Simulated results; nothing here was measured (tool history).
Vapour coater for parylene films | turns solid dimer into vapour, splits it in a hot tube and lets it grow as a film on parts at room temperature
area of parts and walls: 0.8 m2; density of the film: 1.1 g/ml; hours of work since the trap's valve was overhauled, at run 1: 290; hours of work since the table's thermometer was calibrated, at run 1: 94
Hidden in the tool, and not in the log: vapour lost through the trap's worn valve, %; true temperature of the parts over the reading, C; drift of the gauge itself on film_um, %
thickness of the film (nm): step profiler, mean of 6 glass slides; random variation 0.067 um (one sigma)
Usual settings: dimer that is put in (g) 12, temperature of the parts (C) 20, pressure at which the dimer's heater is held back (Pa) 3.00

| run | hour | dimer that is put in (g) | temperature of the parts (C) | pressure at which the dimer's heater is held back (Pa) | hours of work since the trap's valve was overhauled | hours of work since the table's thermometer was calibrated | thickness of the film (nm) |
|---|---|---|---|---|---|---|---|
| 1 | 0.0 | 12 | 20 | 3.00 | 290 | 94 | 7930 |
| 2 | 44.0 | 12 | 20 | 3.00 | 318 | 122 | 8020 |
| 3 | 80.4 | 12 | 20 | 3.00 | 342 | 145 | 7780 |
| 4 | 130.0 | 12 | 20 | 3.00 | 374 | 177 | 7690 |
| 5 | 163.4 | 12 | 20 | 3.00 | 395 | 198 | 7860 |
|  | 218.1 | trap's valve overhauled |
| 6 | 218.6 | 12 | 20 | 3.00 | 0 | 231 | 7940 |
| 7 | 277.1 | 12 | 20 | 3.00 | 38 | 269 | 7980 |
| 8 | 331.2 | 12 | 20 | 3.00 | 73 | 304 | 7960 |
| 9 | 398.0 | 12 | 25 | 3.00 | 115 | 346 | 6520 |
| 10 | 466.9 | 11 | 20 | 3.00 | 160 | 391 | 7270 |
| 11 | 515.5 | 11 | 20 | 3.00 | 191 | 422 | 7210 |
| 12 | 572.3 | 11 | 20 | 3.00 | 227 | 458 | 7300 |
| 13 | 605.5 | 11 | 20 | 3.00 | 249 | 480 | 7180 |
| 14 | 639.3 | 12 | 20 | 3.00 | 270 | 501 | 7930 |
| 15 | 702.3 | 12 | 20 | 3.00 | 311 | 542 | 7900 |
| 16 | 768.7 | 12 | 20 | 3.00 | 353 | 584 | 7860 |
| 17 | 825.9 | 12 | 20 | 3.00 | 390 | 621 | 7910 |
| 18 | 874.2 | 12 | 20 | 3.00 | 421 | 652 | 7930 |
|  | 888.7 | trap's valve overhauled |
| 19 | 936.9 | 12 | 20 | 3.00 | 31 | 690 | 8010 |
| 20 | 994.7 | 12 | 20 | 3.00 | 68 | 727 | 7900 |
| 21 | 1043.8 | 12 | 20 | 3.00 | 100 | 758 | 7910 |
| 22 | 1109.1 | 12 | 20 | 3.00 | 141 | 800 | 8020 |
| 23 | 1146.0 | 12 | 20 | 3.00 | 165 | 824 | 7900 |
| 24 | 1190.5 | 12 | 17 | 9.18 | 194 | 853 | 8360 |
| 25 | 1257.5 | 12 | 22 | 4.87 | 237 | 896 | 7160 |
| 26 | 1290.9 | 10 | 15 | 5.25 | 258 | 917 | 7870 |
| 27 | 1352.2 | 10 | 15 | 5.25 | 298 | 956 | 7720 |
| 28 | 1412.0 | 17 | 20 | 7.09 | 336 | 995 | 10780 |
| 29 | 1462.0 | 17 | 20 | 7.09 | 368 | 1027 | 10680 |
| 30 | 1518.5 | 17 | 20 | 7.09 | 404 | 1063 | 10570 |
| 31 | 1549.3 | 15 | 16 | 9.24 | 424 | 1083 | 10850 |
|  | 1559.8 | trap's valve overhauled |
| 32 | 1622.6 | 22 | 30 | 3.00 | 40 | 1127 | 9900 |
| 33 | 1669.3 | 16 | 16 | 9.67 | 70 | 1157 | 11630 |
| 34 | 1712.5 | 12 | 15 | 5.45 | 98 | 1185 | 9240 |
| 35 | 1746.0 | 12 | 15 | 5.45 | 119 | 1207 | 9300 |
| 36 | 1802.6 | 12 | 15 | 5.45 | 156 | 1243 | 9380 |
| 37 | 1838.2 | 7 | 23 | 3.11 | 179 | 1266 | 4120 |
| 38 | 1875.3 | 21 | 20 | 10.27 | 202 | 1290 | 13180 |
| 39 | 1913.8 | 21 | 20 | 10.27 | 227 | 1314 | 13120 |
| 40 | 1978.7 | 16 | 20 | 10.27 | 269 | 1356 | 9840 |
| 41 | 2024.2 | 14 | 17 | 3.00 | 298 | 1385 | 10480 |
| 42 | 2092.8 | 6 | 12 | 3.00 | 342 | 1429 | 5360 |
| 43 | 2126.8 | 16 | 20 | 3.00 | 364 | 1451 | 10600 |
| 44 | 2190.5 | 12 | 23 | 3.00 | 405 | 1492 | 7130 |
|  | 2232.3 | trap's valve overhauled |
| 45 | 2248.8 | 14 | 25 | 3.25 | 11 | 1527 | 7650 |
| 46 | 2305.1 | 16 | 20 | 3.00 | 47 | 1563 | 10500 |

Forecast each of these 3 alternatives for the next run:
| A | 2373.6 | 9 | 13 | 2.24 | 91 | 1607 | ? |
| B | 2373.6 | 6 | 20 | 7.85 | 91 | 1607 | ? |
| C | 2373.6 | 13 | 20 | 2.83 | 91 | 1607 | ? |

| run | thickness of the film (nm) |
|---|---|
| A | 7980 |
| B | 3780 |
| C | 8730 |
Without the tool's hidden state the same runs would have given:
| run | thickness of the film (nm) |
|---|---|
| A | 7990 |
| B | 3790 |
| C | 8740 |

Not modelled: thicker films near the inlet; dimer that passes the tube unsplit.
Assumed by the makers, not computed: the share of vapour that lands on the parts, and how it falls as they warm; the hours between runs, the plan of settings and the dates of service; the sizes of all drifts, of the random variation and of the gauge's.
